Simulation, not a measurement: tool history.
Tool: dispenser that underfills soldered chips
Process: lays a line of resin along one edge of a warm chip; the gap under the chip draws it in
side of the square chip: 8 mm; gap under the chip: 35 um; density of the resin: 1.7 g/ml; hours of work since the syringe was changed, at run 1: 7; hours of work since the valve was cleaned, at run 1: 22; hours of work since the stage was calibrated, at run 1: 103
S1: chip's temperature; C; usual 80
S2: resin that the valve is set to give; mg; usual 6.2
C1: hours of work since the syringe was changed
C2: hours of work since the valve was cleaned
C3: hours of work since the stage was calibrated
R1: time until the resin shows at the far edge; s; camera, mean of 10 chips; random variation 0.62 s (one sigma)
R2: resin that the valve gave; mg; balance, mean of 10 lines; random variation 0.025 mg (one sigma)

run 1 hour=0 | S1=80 S2=6.2 | C1=7 C2=22 C3=103 | R1=78.3 R2=6.05
run 2 hour=3.7 | S1=80 S2=6.2 | C1=9 C2=24 C3=105 | R1=89.2 R2=6.08
run 3 hour=5.6 | S1=80 S2=6.2 | C1=10 C2=26 C3=107 | R1=97 R2=6.02
-- hour=7 new syringe of resin
run 4 hour=9.4 | S1=80 S2=6.2 | C1=1 C2=28 C3=109 | R1=59.5 R2=6.05
run 5 hour=11.7 | S1=80 S2=6.2 | C1=3 C2=29 C3=110 | R1=65.1 R2=6.04
run 6 hour=16.3 | S1=80 S2=6.2 | C1=6 C2=32 C3=113 | R1=75.2 R2=6.02
run 7 hour=19.4 | S1=80 S2=6.2 | C1=7 C2=34 C3=115 | R1=84.3 R2=6.05
run 8 hour=22.6 | S1=80 S2=5.58 | C1=9 C2=36 C3=117 | R1=92 R2=5.39
-- hour=25.2 new syringe of resin
run 9 hour=25.4 | S1=80 S2=6.2 | C1=0 C2=37 C3=118 | R1=56.5 R2=6
run 10 hour=29.3 | S1=80 S2=6.2 | C1=2 C2=40 C3=121 | R1=63 R2=5.92
run 11 hour=31.8 | S1=80 S2=6.2 | C1=4 C2=41 C3=122 | R1=69.6 R2=5.97
run 12 hour=35 | S1=81 S2=6.2 | C1=6 C2=43 C3=124 | R1=73.9 R2=5.94
run 13 hour=37.4 | S1=81 S2=6.2 | C1=7 C2=44 C3=125 | R1=77.9 R2=5.97
run 14 hour=41.4 | S1=81 S2=6.2 | C1=10 C2=47 C3=128 | R1=90.3 R2=5.95
-- hour=43 new syringe of resin
run 15 hour=45.8 | S1=71 S2=6.2 | C1=2 C2=49 C3=130 | R1=97.4 R2=5.96
run 16 hour=50.2 | S1=71 S2=6.2 | C1=4 C2=52 C3=133 | R1=112.7 R2=5.92
-- hour=55.2 dispensing valve cleaned and set on the balance
run 17 hour=55.6 | S1=71 S2=6.2 | C1=7 C2=0 C3=135 | R1=131.5 R2=6.12
run 18 hour=59.8 | S1=71 S2=6.2 | C1=9 C2=3 C3=138 | R1=147.4 R2=6.16
-- hour=62 new syringe of resin
run 19 hour=64.6 | S1=69 S2=6.8 | C1=2 C2=5 C3=141 | R1=109 R2=6.7
run 20 hour=67.4 | S1=67 S2=6.8 | C1=3 C2=7 C3=142 | R1=135.1 R2=6.76
run 21 hour=71.5 | S1=80 S2=6.27 | C1=6 C2=10 C3=145 | R1=75.2 R2=6.17
run 22 hour=73.8 | S1=95 S2=7.2 | C1=7 C2=11 C3=146 | R1=38.2 R2=7.1
run 23 hour=76.1 | S1=86 S2=7.85 | C1=8 C2=12 C3=148 | R1=66.2 R2=7.71
run 24 hour=78.2 | S1=86 S2=7.02 | C1=10 C2=14 C3=149 | R1=70 R2=6.92
-- hour=79.9 new syringe of resin
run 25 hour=82.4 | S1=86 S2=7.02 | C1=1 C2=16 C3=151 | R1=43 R2=6.88
run 26 hour=85.3 | S1=78 S2=7.19 | C1=3 C2=18 C3=153 | R1=72 R2=7.04
run 27 hour=88.8 | S1=79 S2=7.22 | C1=5 C2=20 C3=155 | R1=77.4 R2=7.09
run 28 hour=91.4 | S1=79 S2=7.22 | C1=7 C2=21 C3=157 | R1=84.9 R2=7.06
run 29 hour=95.8 | S1=80 S2=5.42 | C1=10 C2=24 C3=159 | R1=97 R2=5.31
-- hour=97.9 new syringe of resin
run 30 hour=100 | S1=70 S2=7.04 | C1=1 C2=26 C3=162 | R1=101.5 R2=6.82
run 31 hour=102.3 | S1=71 S2=7.22 | C1=3 C2=28 C3=163 | R1=103.4 R2=7.02
run 32 hour=105.2 | S1=94 S2=5.91 | C1=4 C2=30 C3=165 | R1=35.1 R2=5.74
run 33 hour=107.5 | S1=94 S2=5.91 | C1=6 C2=31 C3=166 | R1=38.1 R2=5.74

Forecast each of these 3 alternatives for the next run:
run A hour=110.5 | S1=92 S2=7.29 | C1=8 C2=33 C3=168 | R1=? R2=?
run B hour=110.5 | S1=83 S2=7.27 | C1=8 C2=33 C3=168 | R1=? R2=?
run C hour=110.5 | S1=68 S2=5.91 | C1=8 C2=33 C3=168 | R1=? R2=?

run=A R1=45.4 R2=7.07
run=B R1=71.5 R2=6.99
run=C R1=161.8 R2=5.69
Without the tool's hidden state the same runs would have given:
run=A R1=29.1 R2=7.31
run=B R1=45.7 R2=7.23
run=C R1=102.7 R2=5.89
